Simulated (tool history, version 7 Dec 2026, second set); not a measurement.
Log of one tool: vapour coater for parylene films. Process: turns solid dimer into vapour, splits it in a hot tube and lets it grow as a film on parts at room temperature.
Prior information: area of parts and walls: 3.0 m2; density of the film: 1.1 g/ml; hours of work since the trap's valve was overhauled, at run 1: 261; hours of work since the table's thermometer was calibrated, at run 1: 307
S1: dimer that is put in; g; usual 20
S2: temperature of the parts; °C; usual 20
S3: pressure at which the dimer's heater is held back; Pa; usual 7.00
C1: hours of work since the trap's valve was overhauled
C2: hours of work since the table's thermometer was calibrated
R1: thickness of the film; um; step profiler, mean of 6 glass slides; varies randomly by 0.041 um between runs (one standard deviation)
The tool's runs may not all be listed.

run,hour,S1,S2,S3,C1,C2,R1
1,0.0,20,20,7.00,261,307,4.14
2,37.5,20,20,7.00,276,322,4.11
3,61.1,20,21,7.00,286,332,3.88
4,91.8,20,20,7.00,299,345,4.03
5,108.8,20,16,7.00,306,352,4.63
6,133.7,20,31,7.00,316,362,2.74
7,165.2,20,31,7.00,329,375,2.69
8,187.9,20,31,7.28,338,384,2.74
9,223.5,16,20,2.77,353,399,3.72
# hour 238.6: trap's valve overhauled
10,252.7,12,20,11.97,6,409,2.43
11,275.5,12,20,11.97,15,419,2.44
12,310.3,14,20,10.68,30,433,2.92
13,340.1,13,20,8.02,42,445,2.81
14,373.6,13,20,8.02,56,459,2.82

Predict each of these 4 candidate next runs independently; none follows another, all start after run 14:
A,408.8,15,20,5.66,70,474,?
B,408.8,20,20,4.23,70,474,?
C,408.8,13,16,3.66,70,474,?
D,408.8,28,25,2.72,70,474,?

run,R1
A,3.37
B,4.72
C,3.65
D,5.97
Without the tool's hidden state the same runs would have given:
run,R1
A,3.48
B,4.87
C,3.77
D,6.16

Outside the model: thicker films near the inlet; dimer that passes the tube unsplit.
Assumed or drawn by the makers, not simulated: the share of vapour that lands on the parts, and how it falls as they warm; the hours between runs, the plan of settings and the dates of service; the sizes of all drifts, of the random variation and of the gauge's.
